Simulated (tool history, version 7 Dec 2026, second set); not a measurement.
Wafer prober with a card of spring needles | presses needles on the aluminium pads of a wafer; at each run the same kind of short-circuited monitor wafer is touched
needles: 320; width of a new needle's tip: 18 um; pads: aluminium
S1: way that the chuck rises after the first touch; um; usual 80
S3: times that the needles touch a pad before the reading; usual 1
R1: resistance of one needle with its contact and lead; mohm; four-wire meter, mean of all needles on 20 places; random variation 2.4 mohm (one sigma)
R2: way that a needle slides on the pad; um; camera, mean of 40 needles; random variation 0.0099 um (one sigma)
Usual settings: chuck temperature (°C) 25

{"run": 1, "day": 0.0, "S1": 80, "chuck temperature (°C)": 25, "S3": 1, "R1": 283, "R2": 13.638}
{"run": 2, "day": 0.379, "S1": 80, "chuck temperature (°C)": 25, "S3": 1, "R1": 400, "R2": 13.605}
{"day": 1.004, "done": "tips cleaned on abrasive film"}
{"run": 3, "day": 1.279, "S1": 80, "chuck temperature (°C)": 84, "S3": 1, "R1": 392, "R2": 13.603}
{"day": 1.967, "done": "tips cleaned on abrasive film"}
{"run": 4, "day": 2.129, "S1": 80, "chuck temperature (°C)": 25, "S3": 3, "R1": 299, "R2": 13.588}
{"day": 2.633, "done": "height of the first contact set anew"}
{"run": 5, "day": 2.8, "S1": 80, "chuck temperature (°C)": 43, "S3": 1, "R1": 419, "R2": 13.782}
{"day": 2.958, "done": "tips cleaned on abrasive film"}
{"run": 6, "day": 3.45, "S1": 63, "chuck temperature (°C)": 25, "S3": 1, "R1": 478, "R2": 10.837}
{"day": 3.971, "done": "tips cleaned on abrasive film"}
{"run": 7, "day": 4.154, "S1": 63, "chuck temperature (°C)": 99, "S3": 1, "R1": 432, "R2": 10.824}
{"day": 4.954, "done": "tips cleaned on abrasive film"}
{"run": 8, "day": 5.042, "S1": 63, "chuck temperature (°C)": 99, "S3": 1, "R1": 385, "R2": 10.811}
{"day": 5.942, "done": "tips cleaned on abrasive film"}
{"run": 9, "day": 5.971, "S1": 63, "chuck temperature (°C)": 99, "S3": 1, "R1": 333, "R2": 10.801}
{"run": 10, "day": 6.762, "S1": 80, "chuck temperature (°C)": 25, "S3": 1, "R1": 424, "R2": 13.737}
{"day": 6.908, "done": "tips cleaned on abrasive film"}
{"run": 11, "day": 7.304, "S1": 80, "chuck temperature (°C)": 77, "S3": 1, "R1": 403, "R2": 13.74}
{"day": 7.867, "done": "tips cleaned on abrasive film"}
{"run": 12, "day": 7.996, "S1": 80, "chuck temperature (°C)": 77, "S3": 1, "R1": 354, "R2": 13.719}
{"day": 8.825, "done": "tips cleaned on abrasive film"}
{"run": 13, "day": 8.854, "S1": 80, "chuck temperature (°C)": 77, "S3": 1, "R1": 304, "R2": 13.69}
{"run": 14, "day": 9.625, "S1": 80, "chuck temperature (°C)": 77, "S3": 1, "R1": 422, "R2": 13.702}
{"day": 9.808, "done": "tips cleaned on abrasive film"}
{"run": 15, "day": 10.242, "S1": 80, "chuck temperature (°C)": 77, "S3": 1, "R1": 415, "R2": 13.704}
{"day": 10.767, "done": "tips cleaned on abrasive film"}
{"run": 16, "day": 10.767, "S1": 64, "chuck temperature (°C)": 25, "S3": 3, "R1": 279, "R2": 10.926}
{"run": 17, "day": 11.362, "S1": 78, "chuck temperature (°C)": 25, "S3": 3, "R1": 323, "R2": 13.347}
{"day": 11.742, "done": "tips cleaned on abrasive film"}
{"run": 18, "day": 12.058, "S1": 78, "chuck temperature (°C)": 25, "S3": 3, "R1": 316, "R2": 13.322}
{"run": 19, "day": 12.488, "S1": 80, "chuck temperature (°C)": 25, "S3": 2, "R1": 358, "R2": 13.67}
{"day": 12.704, "done": "tips cleaned on abrasive film"}
{"run": 20, "day": 13.371, "S1": 95, "chuck temperature (°C)": 25, "S3": 1, "R1": 376, "R2": 16.243}
{"day": 13.671, "done": "tips cleaned on abrasive film"}
{"run": 21, "day": 14.162, "S1": 89, "chuck temperature (°C)": 34, "S3": 1, "R1": 390, "R2": 15.197}
{"day": 14.671, "done": "tips cleaned on abrasive film"}
{"run": 22, "day": 14.942, "S1": 89, "chuck temperature (°C)": 72, "S3": 1, "R1": 378, "R2": 15.186}
{"run": 23, "day": 15.5, "S1": 80, "chuck temperature (°C)": 78, "S3": 2, "R1": 373, "R2": 13.632}

3 ways to go on from here, each from the tool as it stands after run 23. What would each give?
{"day": 15.621, "done": "tips cleaned on abrasive film"}
{"run": "A", "day": 15.942, "S1": 79, "chuck temperature (°C)": 69, "S3": 1, "R1": "?", "R2": "?"}
{"day": 15.621, "done": "tips cleaned on abrasive film"}
{"run": "B", "day": 15.942, "S1": 83, "chuck temperature (°C)": 32, "S3": 2, "R1": "?", "R2": "?"}
{"day": 15.621, "done": "tips cleaned on abrasive film"}
{"run": "C", "day": 15.942, "S1": 80, "chuck temperature (°C)": 78, "S3": 2, "R1": "?", "R2": "?"}

run=A R1=401 R2=13.466
run=B R1=340 R2=14.139
run=C R1=351 R2=13.623
Without the tool's hidden state the same runs would have given:
run=A R1=281 R2=13.611
run=B R1=270 R2=14.284
run=C R1=282 R2=13.769
